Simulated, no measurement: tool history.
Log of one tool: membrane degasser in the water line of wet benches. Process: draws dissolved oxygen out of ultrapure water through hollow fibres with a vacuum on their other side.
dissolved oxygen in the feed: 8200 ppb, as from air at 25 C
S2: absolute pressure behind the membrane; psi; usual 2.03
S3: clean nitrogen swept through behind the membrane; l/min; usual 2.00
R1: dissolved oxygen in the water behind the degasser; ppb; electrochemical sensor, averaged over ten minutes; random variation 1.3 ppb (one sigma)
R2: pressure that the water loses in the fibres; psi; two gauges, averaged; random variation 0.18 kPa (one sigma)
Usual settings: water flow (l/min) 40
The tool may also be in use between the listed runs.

Run 1, day 0.000: usual settings. Result: R1 464.2 ppb, R2 4.883 psi.
Run 2, day 2.483: usual settings but water flow (l/min) 31. Result: R1 369.8 ppb, R2 3.849 psi.
Run 3, day 3.858: usual settings but water flow (l/min) 31. Result: R1 372.2 ppb, R2 3.801 psi.
Run 4, day 6.008: usual settings but water flow (l/min) 31. Result: R1 371.9 ppb, R2 3.785 psi.
Run 5, day 7.554: usual settings. Result: R1 464.4 ppb, R2 4.924 psi.
Run 6, day 9.008: usual settings but S2 1.57 psi. Result: R1 334.9 ppb, R2 4.882 psi.
Run 7, day 10.242: usual settings but S2 1.57 psi. Result: R1 335.6 ppb, R2 4.862 psi.
Run 8, day 12.033: usual settings but S2 1.57 psi. Result: R1 334.1 ppb, R2 4.946 psi.
Run 9, day 13.154: usual settings but S2 1.57 psi. Result: R1 334.7 ppb, R2 4.918 psi.
Run 10, day 14.325: usual settings but S2 1.57 psi. Result: R1 335.0 ppb, R2 4.886 psi.
Run 11, day 16.742: usual settings but S2 1.68 psi. Result: R1 366.4 ppb, R2 4.878 psi.
Run 12, day 18.792: usual settings but S2 1.68 psi. Result: R1 369.6 ppb, R2 4.881 psi.
Run 13, day 20.867: usual settings but S2 1.68 psi. Result: R1 368.0 ppb, R2 4.889 psi.
Run 14, day 23.279: usual settings but S2 1.68 psi. Result: R1 368.3 ppb, R2 4.907 psi.
Run 15, day 24.900: usual settings but S3 1.66 l/min. Result: R1 543.0 ppb, R2 4.915 psi.
Run 16, day 27.375: usual settings but S3 1.66 l/min. Result: R1 544.5 ppb, R2 4.883 psi.
Run 17, day 29.867: usual settings but water flow (l/min) 28, S3 1.23 l/min. Result: R1 519.0 ppb, R2 3.474 psi.
Run 18, day 32.383: usual settings but S2 1.91 psi. Result: R1 436.2 ppb, R2 4.972 psi.
Run 19, day 33.425: usual settings but water flow (l/min) 36, S2 2.99 psi, S3 1.21 l/min. Result: R1 986.8 ppb, R2 4.443 psi.
Run 20, day 34.921: usual settings but water flow (l/min) 56, S2 2.52 psi, S3 3.90 l/min. Result: R1 460.7 ppb, R2 6.921 psi.
Run 21, day 36.933: usual settings but water flow (l/min) 50, S2 1.94 psi, S3 3.18 l/min. Result: R1 363.3 ppb, R2 6.161 psi.
Run 22, day 38.833: usual settings but S2 3.99 psi, S3 1.55 l/min. Result: R1 1197.9 ppb, R2 4.920 psi.
Run 23, day 41.083: usual settings but water flow (l/min) 47, S2 2.19 psi. Result: R1 587.2 ppb, R2 5.844 psi.
Run 24, day 43.467: usual settings but water flow (l/min) 55, S2 4.86 psi. Result: R1 1513.6 ppb, R2 6.853 psi.
Run 25, day 45.396: usual settings but water flow (l/min) 55, S2 4.86 psi. Result: R1 1513.7 ppb, R2 6.754 psi.
Run 26, day 47.212: usual settings but water flow (l/min) 55, S2 4.86 psi. Result: R1 1512.6 ppb, R2 6.815 psi.
Run 27, day 48.475: usual settings but water flow (l/min) 55, S2 4.86 psi. Result: R1 1508.9 ppb, R2 6.810 psi.
Run 28, day 50.925: usual settings but water flow (l/min) 30, S2 1.70 psi, S3 3.19 l/min. Result: R1 191.8 ppb, R2 3.742 psi.
Run 29, day 52.021: usual settings but water flow (l/min) 30, S2 3.74 psi, S3 5.32 l/min. Result: R1 303.4 ppb, R2 3.722 psi.
Run 30, day 53.904: usual settings but water flow (l/min) 46. Result: R1 530.4 ppb, R2 5.704 psi.
Run 31, day 55.058: usual settings but water flow (l/min) 46. Result: R1 525.5 ppb, R2 5.694 psi.
Run 32, day 57.350: usual settings but water flow (l/min) 46, S2 2.12 psi, S3 3.54 l/min. Result: R1 342.3 ppb, R2 5.671 psi.

Hidden state or all else? Some run-to-run changes of R1, split into what the settings, what came in and random variation would give without the hidden state, and what is left for the hidden state (with any gauge scatter that isn't in both results):
The hidden state here: membrane still open, %; true pressure behind the membrane over the reading, kPa; air that leaks in behind the membrane, l/min; drift of the gauge itself on oxygen_ppb, %; drift of the gauge itself on loss_of_pressure_kpa, %.
Run 21 -> 22: water flow (l/min) 50 -> 40, S2 1.94 -> 3.99, S3 3.18 -> 1.55. R1 +834.6 ppb: hidden state +1.6, all else +833.0.
Run 23 -> 24: water flow (l/min) 47 -> 55, S2 2.19 -> 4.86. R1 +926.4 ppb: hidden state +0.7, all else +925.7.
Run 27 -> 28: water flow (l/min) 55 -> 30, S2 4.86 -> 1.70, S3 2.00 -> 3.19. R1 -1317.1 ppb: hidden state -4.7, all else -1312.4.
Run 29 -> 30: water flow (l/min) 30 -> 46, S2 3.74 -> 2.03, S3 5.32 -> 2.00. R1 +227.0 ppb: hidden state +5.0, all else +222.0.
Run 31 -> 32: S2 2.03 -> 2.12, S3 2.00 -> 3.54. R1 -183.2 ppb: hidden state -2.3, all else -180.9.
